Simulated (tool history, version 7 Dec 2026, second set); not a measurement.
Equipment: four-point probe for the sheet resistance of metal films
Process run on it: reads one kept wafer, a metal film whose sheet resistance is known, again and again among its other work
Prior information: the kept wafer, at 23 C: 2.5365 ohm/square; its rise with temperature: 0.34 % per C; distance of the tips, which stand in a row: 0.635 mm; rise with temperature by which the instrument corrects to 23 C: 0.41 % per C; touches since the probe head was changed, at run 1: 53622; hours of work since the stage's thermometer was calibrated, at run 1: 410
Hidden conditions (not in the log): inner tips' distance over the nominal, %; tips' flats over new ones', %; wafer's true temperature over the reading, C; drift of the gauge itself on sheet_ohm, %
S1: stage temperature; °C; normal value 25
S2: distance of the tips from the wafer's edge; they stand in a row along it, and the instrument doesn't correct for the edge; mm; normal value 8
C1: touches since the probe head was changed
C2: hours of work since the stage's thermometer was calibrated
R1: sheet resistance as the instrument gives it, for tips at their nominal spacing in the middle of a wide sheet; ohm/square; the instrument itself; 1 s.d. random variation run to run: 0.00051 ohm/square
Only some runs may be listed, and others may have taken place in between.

run   hour  S1  S2     C1   C2        R1
  1      0  25   8  53622  410  2.529327
  2   13.3  25   8  54301  419  2.529733
  3   44.3  25   8  55877  442    2.5288
  4   62.2  25  40  56786  454  2.521325
  5   86.4  27  40  58015  472  2.517612
  6  112.3  27  40  59333  491  2.517141
  7  133.7  25   8  60421  506  2.527562
  8  159.8  25  19  61750  525  2.520277
  9  183.6  25  19  62962  542  2.519716
 10  212.6  25  19  64437  563  2.519334
 11  230.8  25  19  65364  576  2.520297
 12  245.8  25  16  66124  587  2.520107
 13  270.8  25  16  67395  605  2.519974
 14  295.9  25  16  68674  623  2.519245
 15    328  25  16  70307  646  2.518614
 16  358.3  25   8  71847  668  2.524118
 17  387.9  25   8  73355  689  2.524115
 18  414.8  25  25  74720  708  2.516155
 19  446.3  25  25  76325  731  2.515621
 20  467.3  27  27  77394  746  2.511898
 21  493.8  27  27  78742  765  2.510922
 22  522.1  27  27  80178  786  2.511709
 23  554.2  27  27  81814  809  2.511958
 24  572.2  32  54  82728  822  2.502449
 25  597.7  32  54  84028  840  2.502168
 26  617.6  24  13  85038  854  2.517716

What will run 27 give?
 27  646.2  24  13  86495  875   ?

R1: 2.516182 ohm/square
Were there no unlogged condition in the tool, this run, its random variation unchanged, would have produced R1 2.537368 ohm/square.
